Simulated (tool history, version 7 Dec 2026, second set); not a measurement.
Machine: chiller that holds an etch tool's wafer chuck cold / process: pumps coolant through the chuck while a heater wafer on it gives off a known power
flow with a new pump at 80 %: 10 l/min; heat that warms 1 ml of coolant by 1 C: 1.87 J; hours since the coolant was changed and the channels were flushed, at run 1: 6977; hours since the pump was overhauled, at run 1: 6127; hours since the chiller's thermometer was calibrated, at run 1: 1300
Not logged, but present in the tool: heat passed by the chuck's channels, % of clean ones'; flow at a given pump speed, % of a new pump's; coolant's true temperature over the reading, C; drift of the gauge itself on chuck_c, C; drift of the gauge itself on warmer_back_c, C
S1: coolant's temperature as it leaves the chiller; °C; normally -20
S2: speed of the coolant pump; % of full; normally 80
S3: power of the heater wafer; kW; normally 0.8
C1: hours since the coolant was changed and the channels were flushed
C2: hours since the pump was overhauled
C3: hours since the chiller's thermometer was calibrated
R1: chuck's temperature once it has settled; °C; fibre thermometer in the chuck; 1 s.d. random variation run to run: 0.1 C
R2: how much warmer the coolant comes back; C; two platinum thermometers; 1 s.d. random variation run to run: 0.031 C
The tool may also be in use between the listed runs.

run	day	S1	S2	S3	C1	C2	C3	R1	R2
1	0	-20	80	0.8	6977	6127	1300	-7.2	2.77
2	3.858	-20	80	0.584	7069	6220	1393	-10.6	2.01
3	10.296	-20	80	0.528	7224	6374	1547	-11.6	1.83
4	16.042	-20	80	0.528	7362	6512	1685	-11.4	1.82
5	20.533	-16	80	0.528	7469	6620	1793	-7.5	1.81
6	24.467	-20	79	0.8	7564	6715	1887	-6.8	2.87
7	30.125	-20	79	0.8	7700	6850	2023	-6.8	2.84
8	34.696	-20	79	0.8	7809	6960	2133	-6.9	2.8
9	37.888	-20	80	0.8	7886	7037	2209	-6.8	2.76
# day 39.012: coolant changed, channels flushed
10	44.462	-20	80	0.8	131	7188	2361	-8.8	2.74
11	50.025	-10	80	0.8	264	7322	2495	1.3	2.82
12	53.675	-13	80	0.8	352	7409	2582	-1.6	2.78
13	56.808	-20	80	0.8	427	7485	2657	-8.7	2.85
14	61.488	-20	80	0.8	539	7597	2770	-8.6	2.84
15	66.942	-20	80	0.8	670	7728	2901	-8.6	2.81
16	69.675	-20	80	0.8	736	7793	2966	-8.7	2.8
17	74.55	-20	65	0.412	853	7911	3083	-12.7	1.82
18	78.054	-16	80	0.575	937	7995	3167	-7.6	2.04
19	82.833	-26	66	0.84	1052	8109	3282	-11.4	3.69
20	86.1	-17	63	0.8	1130	8188	3360	-2.4	3.7
21	92.65	-19	90	0.663	1287	8345	3518	-10	2.05
# day 93.942: chiller's thermometer calibrated
22	97.558	-20	82	1.119	1404	8462	87	-4.7	3.9
23	103.542	-20	82	1.119	1548	8605	230	-4.5	3.9
24	107.846	-22	85	1.119	1651	8709	334	-6.9	3.77
25	112.858	-22	91	0.504	1771	8829	454	-15.6	1.58
26	116.008	-22	100	0.973	1847	8904	530	-10.5	2.69
27	121.642	-28	90	0.584	1982	9040	665	-20.3	1.85
28	127.433	-21	80	1.086	2121	9179	804	-5.2	3.89
29	130.333	-14	67	0.8	2191	9248	873	-0.1	3.53
30	136.671	-14	67	0.8	2343	9400	1025	-0.1	3.53
31	142.179	-20	65	0.556	2475	9533	1158	-10.2	2.54
32	148.438	-20	65	0.556	2625	9683	1308	-9.9	2.52

Measured less the same run without the tool's hidden state. The same run-to-run variation is in both; the gauge's scatter may not be:
run	R1	R2
1	+2.5	+0.21
2	+2	+0.16
3	+1.9	+0.14
4	+2	+0.14
5	+1.9	+0.15
6	+3	+0.23
7	+3.1	+0.24
8	+3.1	+0.24
9	+3.1	+0.24
10	+1.1	+0.24
11	+1.2	+0.25
12	+1.2	+0.25
13	+1.2	+0.26
14	+1.3	+0.26
15	+1.4	+0.26
16	+1.4	+0.27
17	+1.1	+0.18
18	+1.2	+0.2
19	+1.9	+0.36
20	+1.9	+0.36
21	+1.3	+0.21
22	+1.7	+0.39
23	+1.8	+0.4
24	+1.8	+0.4
25	+0.7	+0.16
26	+1.5	+0.29
27	+1	+0.2
28	+2.2	+0.43
29	+1.9	+0.39
30	+2	+0.4
31	+1.5	+0.29
32	+1.6	+0.3
